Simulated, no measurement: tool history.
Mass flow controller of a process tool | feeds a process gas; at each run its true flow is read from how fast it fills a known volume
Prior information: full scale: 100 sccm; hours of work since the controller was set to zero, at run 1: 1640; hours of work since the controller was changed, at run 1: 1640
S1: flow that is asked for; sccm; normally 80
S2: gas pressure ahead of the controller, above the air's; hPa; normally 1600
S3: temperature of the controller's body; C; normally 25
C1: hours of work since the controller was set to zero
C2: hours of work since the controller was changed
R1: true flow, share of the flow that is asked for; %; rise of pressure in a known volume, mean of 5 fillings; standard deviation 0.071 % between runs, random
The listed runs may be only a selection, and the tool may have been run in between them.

Run 1, hour 0.0: usual settings; C1 1640; C2 1640. Result: R1 99.76 %.
Run 2, hour 142.9: usual settings; C1 1688; C2 1688. Result: R1 99.60 %.
Run 3, hour 319.5: usual settings; C1 1747; C2 1747. Result: R1 99.65 %.
Run 4, hour 499.9: usual settings; C1 1808; C2 1808. Result: R1 99.55 %.
Run 5, hour 740.7: usual settings; C1 1889; C2 1889. Result: R1 99.64 %.
Run 6, hour 878.1: usual settings; C1 1936; C2 1936. Result: R1 99.52 %.
Run 7, hour 1020.5: usual settings; C1 1983; C2 1983. Result: R1 99.52 %.
Run 8, hour 1209.2: usual settings; C1 2047; C2 2047. Result: R1 99.66 %.
Run 9, hour 1363.9: usual settings but S2 2020 hPa; C1 2099; C2 2099. Result: R1 99.52 %.
Run 10, hour 1490.7: usual settings but S1 61 sccm, S2 2020 hPa; C1 2142; C2 2142. Result: R1 99.09 %.
Run 11, hour 1616.2: usual settings but S1 61 sccm, S2 2020 hPa; C1 2184; C2 2184. Result: R1 99.07 %.
Run 12, hour 1776.9: usual settings but S1 18 sccm, S2 2020 hPa; C1 2238; C2 2238. Result: R1 98.09 %.
Run 13, hour 1877.8: usual settings but S1 18 sccm, S2 2020 hPa; C1 2272; C2 2272. Result: R1 98.03 %.
Run 14, hour 1981.0: usual settings but S1 18 sccm, S2 1900 hPa; C1 2307; C2 2307. Result: R1 98.14 %.
Run 15, hour 2184.0: usual settings but S1 18 sccm, S2 1900 hPa; C1 2375; C2 2375. Result: R1 98.17 %.
Run 16, hour 2420.5: usual settings but S1 22 sccm, S2 2400 hPa; C1 2455; C2 2455. Result: R1 98.13 %.
Run 17, hour 2553.7: usual settings but S1 22 sccm, S2 2400 hPa; C1 2500; C2 2500. Result: R1 98.27 %.
Run 18, hour 2726.4: usual settings but S1 34 sccm, S2 2400 hPa; C1 2558; C2 2558. Result: R1 98.45 %.
Run 19, hour 2938.1: usual settings but S1 34 sccm, S2 2400 hPa; C1 2629; C2 2629. Result: R1 98.50 %.
Run 20, hour 3153.5: usual settings but S1 15 sccm, S2 2500 hPa; C1 2701; C2 2701. Result: R1 98.02 %.
Run 21, hour 3340.3: usual settings but S1 38 sccm, S2 2330 hPa, S3 26 C; C1 2764; C2 2764. Result: R1 98.62 %.
Run 22, hour 3526.4: usual settings but S1 38 sccm, S2 2330 hPa, S3 26 C; C1 2827; C2 2827. Result: R1 98.68 %.

Each row is a separate what-if for the run after 22, all from the same tool condition, not one after another. Results?
Run A, hour 3687.5: usual settings but S2 1690 hPa, S3 27 C; C1 2881; C2 2881. Result: R1 ?.
Run B, hour 3687.5: usual settings but S1 20 sccm, S2 1900 hPa; C1 2881; C2 2881. Result: R1 ?.
Run C, hour 3687.5: usual settings but S1 38 sccm, S2 2330 hPa, S3 21 C; C1 2881; C2 2881. Result: R1 ?.

run     R1
  A  99.91
  B  98.19
  C  97.98
With no hidden state in the tool, these same runs would have given:
run     R1
  A  99.90
  B  98.18
  C  97.98

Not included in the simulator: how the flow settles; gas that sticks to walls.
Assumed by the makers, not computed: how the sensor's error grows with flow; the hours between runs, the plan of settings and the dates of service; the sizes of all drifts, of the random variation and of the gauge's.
